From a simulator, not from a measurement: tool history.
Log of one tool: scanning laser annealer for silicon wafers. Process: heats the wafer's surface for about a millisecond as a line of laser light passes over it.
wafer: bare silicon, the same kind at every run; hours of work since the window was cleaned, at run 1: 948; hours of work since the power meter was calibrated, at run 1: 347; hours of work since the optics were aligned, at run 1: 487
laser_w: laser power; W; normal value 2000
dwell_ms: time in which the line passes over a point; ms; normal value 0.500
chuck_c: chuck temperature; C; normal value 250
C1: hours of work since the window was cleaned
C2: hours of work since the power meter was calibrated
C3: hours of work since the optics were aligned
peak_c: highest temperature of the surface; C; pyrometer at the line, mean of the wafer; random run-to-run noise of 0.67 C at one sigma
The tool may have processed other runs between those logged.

run 1 hour=0.0 | laser_w=2000 dwell_ms=0.500 chuck_c=250 | C1=948 C2=347 C3=487 | peak_c=1008.2
run 2 hour=17.2 | laser_w=2000 dwell_ms=0.500 chuck_c=250 | C1=957 C2=356 C3=496 | peak_c=1008.6
run 3 hour=28.5 | laser_w=2000 dwell_ms=0.500 chuck_c=250 | C1=963 C2=362 C3=502 | peak_c=1006.8
-- hour=34.8 window over the wafer cleaned
run 4 hour=54.7 | laser_w=2000 dwell_ms=0.500 chuck_c=250 | C1=10 C2=375 C3=515 | peak_c=1022.3
run 5 hour=65.8 | laser_w=2000 dwell_ms=0.500 chuck_c=250 | C1=16 C2=381 C3=520 | peak_c=1022.7
run 6 hour=78.3 | laser_w=2000 dwell_ms=0.500 chuck_c=250 | C1=23 C2=387 C3=527 | peak_c=1022.2
run 7 hour=93.0 | laser_w=1843 dwell_ms=0.441 chuck_c=250 | C1=30 C2=395 C3=535 | peak_c=910.7
run 8 hour=109.8 | laser_w=1843 dwell_ms=0.441 chuck_c=250 | C1=39 C2=404 C3=543 | peak_c=910.4
run 9 hour=132.5 | laser_w=1896 dwell_ms=0.441 chuck_c=250 | C1=51 C2=416 C3=555 | peak_c=929.7
run 10 hour=151.2 | laser_w=2000 dwell_ms=0.389 chuck_c=223 | C1=61 C2=425 C3=565 | peak_c=891.3
run 11 hour=168.8 | laser_w=2000 dwell_ms=0.485 chuck_c=250 | C1=70 C2=435 C3=574 | peak_c=1007.4
run 12 hour=193.1 | laser_w=1904 dwell_ms=0.485 chuck_c=250 | C1=83 C2=447 C3=587 | peak_c=970.3

Forecast each of these 5 alternatives for the next run:
run A hour=213.8 | laser_w=1815 dwell_ms=0.485 chuck_c=250 | C1=93 C2=458 C3=598 | peak_c=?
run B hour=213.8 | laser_w=2000 dwell_ms=0.417 chuck_c=250 | C1=93 C2=458 C3=598 | peak_c=?
run C hour=213.8 | laser_w=2000 dwell_ms=0.576 chuck_c=250 | C1=93 C2=458 C3=598 | peak_c=?
run D hour=213.8 | laser_w=1954 dwell_ms=0.546 chuck_c=277 | C1=93 C2=458 C3=598 | peak_c=?
run E hour=213.8 | laser_w=2000 dwell_ms=0.500 chuck_c=276 | C1=93 C2=458 C3=598 | peak_c=?

run=A peak_c=934.7
run=B peak_c=943.4
run=C peak_c=1084.6
run=D peak_c=1068.2
run=E peak_c=1047.4
Had the tool no hidden state, the same runs would have come out as:
run=A peak_c=938.8
run=B peak_c=947.5
run=C peak_c=1089.6
run=D peak_c=1072.9
run=E peak_c=1052.0

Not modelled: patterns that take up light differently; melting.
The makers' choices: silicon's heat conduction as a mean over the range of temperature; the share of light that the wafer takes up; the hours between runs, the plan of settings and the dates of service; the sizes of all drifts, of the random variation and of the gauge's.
